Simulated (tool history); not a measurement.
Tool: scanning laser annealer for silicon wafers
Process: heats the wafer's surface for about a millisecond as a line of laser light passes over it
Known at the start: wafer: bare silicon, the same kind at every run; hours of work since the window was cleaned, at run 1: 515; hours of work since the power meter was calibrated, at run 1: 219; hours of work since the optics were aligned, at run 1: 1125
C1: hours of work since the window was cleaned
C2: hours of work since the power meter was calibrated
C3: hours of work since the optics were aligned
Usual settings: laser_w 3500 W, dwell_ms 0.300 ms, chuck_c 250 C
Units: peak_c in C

run 1 hour=0.0 | laser_w=3500 dwell_ms=0.300 chuck_c=250 | C1=515 C2=219 C3=1125 | peak_c=999
run 2 hour=10.2 | laser_w=3500 dwell_ms=0.300 chuck_c=250 | C1=519 C2=223 C3=1129 | peak_c=991
run 3 hour=20.4 | laser_w=3500 dwell_ms=0.300 chuck_c=250 | C1=524 C2=228 C3=1134 | peak_c=992
run 4 hour=29.7 | laser_w=3500 dwell_ms=0.300 chuck_c=250 | C1=528 C2=232 C3=1138 | peak_c=991
run 5 hour=44.1 | laser_w=3500 dwell_ms=0.300 chuck_c=250 | C1=535 C2=239 C3=1145 | peak_c=995
run 6 hour=52.3 | laser_w=3500 dwell_ms=0.300 chuck_c=250 | C1=538 C2=242 C3=1148 | peak_c=992
run 7 hour=61.8 | laser_w=3500 dwell_ms=0.300 chuck_c=250 | C1=543 C2=247 C3=1153 | peak_c=991
run 8 hour=68.3 | laser_w=3500 dwell_ms=0.300 chuck_c=233 | C1=545 C2=250 C3=1156 | peak_c=978
run 9 hour=74.4 | laser_w=3500 dwell_ms=0.300 chuck_c=233 | C1=548 C2=252 C3=1158 | peak_c=975
run 10 hour=88.1 | laser_w=3500 dwell_ms=0.300 chuck_c=250 | C1=554 C2=258 C3=1165 | peak_c=991
run 11 hour=101.4 | laser_w=3500 dwell_ms=0.300 chuck_c=250 | C1=560 C2=264 C3=1171 | peak_c=991
run 12 hour=115.5 | laser_w=3500 dwell_ms=0.322 chuck_c=250 | C1=567 C2=271 C3=1177 | peak_c=1021
run 13 hour=123.0 | laser_w=3500 dwell_ms=0.251 chuck_c=250 | C1=570 C2=274 C3=1180 | peak_c=922
run 14 hour=135.5 | laser_w=3500 dwell_ms=0.251 chuck_c=250 | C1=576 C2=280 C3=1186 | peak_c=924
run 15 hour=146.5 | laser_w=3500 dwell_ms=0.300 chuck_c=232 | C1=581 C2=285 C3=1191 | peak_c=972
run 16 hour=153.9 | laser_w=3257 dwell_ms=0.300 chuck_c=250 | C1=584 C2=288 C3=1194 | peak_c=929
run 17 hour=167.4 | laser_w=3257 dwell_ms=0.300 chuck_c=250 | C1=590 C2=294 C3=1200 | peak_c=926
run 18 hour=179.5 | laser_w=3257 dwell_ms=0.300 chuck_c=250 | C1=595 C2=300 C3=1206 | peak_c=928
run 19 hour=192.0 | laser_w=3635 dwell_ms=0.300 chuck_c=254 | C1=601 C2=305 C3=1211 | peak_c=1030
run 20 hour=200.0 | laser_w=3224 dwell_ms=0.376 chuck_c=250 | C1=605 C2=309 C3=1215 | peak_c=1003
run 21 hour=206.9 | laser_w=3224 dwell_ms=0.376 chuck_c=250 | C1=608 C2=312 C3=1218 | peak_c=998
run 22 hour=215.8 | laser_w=3074 dwell_ms=0.278 chuck_c=229 | C1=612 C2=316 C3=1222 | peak_c=834
run 23 hour=224.7 | laser_w=3755 dwell_ms=0.230 chuck_c=239 | C1=616 C2=320 C3=1226 | peak_c=934
run 24 hour=237.4 | laser_w=3755 dwell_ms=0.286 chuck_c=284 | C1=622 C2=326 C3=1232 | peak_c=1070
-- hour=245.4 window over the wafer cleaned
run 25 hour=251.3 | laser_w=3755 dwell_ms=0.286 chuck_c=284 | C1=3 C2=331 C3=1237 | peak_c=1090
run 26 hour=261.3 | laser_w=3755 dwell_ms=0.286 chuck_c=284 | C1=7 C2=336 C3=1242 | peak_c=1089
run 27 hour=270.6 | laser_w=3755 dwell_ms=0.286 chuck_c=284 | C1=11 C2=340 C3=1246 | peak_c=1090
run 28 hour=280.3 | laser_w=3768 dwell_ms=0.300 chuck_c=250 | C1=16 C2=344 C3=1250 | peak_c=1082
run 29 hour=287.0 | laser_w=3768 dwell_ms=0.308 chuck_c=282 | C1=19 C2=347 C3=1253 | peak_c=1120
run 30 hour=294.3 | laser_w=3768 dwell_ms=0.308 chuck_c=282 | C1=22 C2=350 C3=1256 | peak_c=1122
run 31 hour=304.9 | laser_w=3328 dwell_ms=0.336 chuck_c=250 | C1=27 C2=355 C3=1261 | peak_c=1008
run 32 hour=316.6 | laser_w=3120 dwell_ms=0.336 chuck_c=250 | C1=32 C2=360 C3=1266 | peak_c=949
run 33 hour=323.3 | laser_w=3149 dwell_ms=0.343 chuck_c=250 | C1=35 C2=363 C3=1269 | peak_c=964

Some steps in peak_c between neighbouring runs. How much of each would the tool show without its hidden state too (settings, what came in, random variation), and how much is left for the hidden state, with any gauge scatter that isn't in both results?
The hidden state here: light that passes the window, % of a clean one's; laser's true power over the reading, %; width of the line over the set one, %; drift of the gauge itself on peak_c, C.
Run 21 -> 22: laser_w 3224 -> 3074, dwell_ms 0.376 -> 0.278, chuck_c 250 -> 229. peak_c -164 C: hidden state +7, all else -171.
Run 22 -> 23: laser_w 3074 -> 3755, dwell_ms 0.278 -> 0.230, chuck_c 229 -> 239. peak_c +100 C: hidden state -5, all else +105.
Run 23 -> 24: dwell_ms 0.230 -> 0.286, chuck_c 239 -> 284. peak_c +136 C: hidden state -5, all else +141.
Run 24 -> 25: window over the wafer cleaned. peak_c +20 C: hidden state +22, all else -2.
Run 30 -> 31: laser_w 3768 -> 3328, dwell_ms 0.308 -> 0.336, chuck_c 282 -> 250. peak_c -114 C: hidden state +1, all else -115.
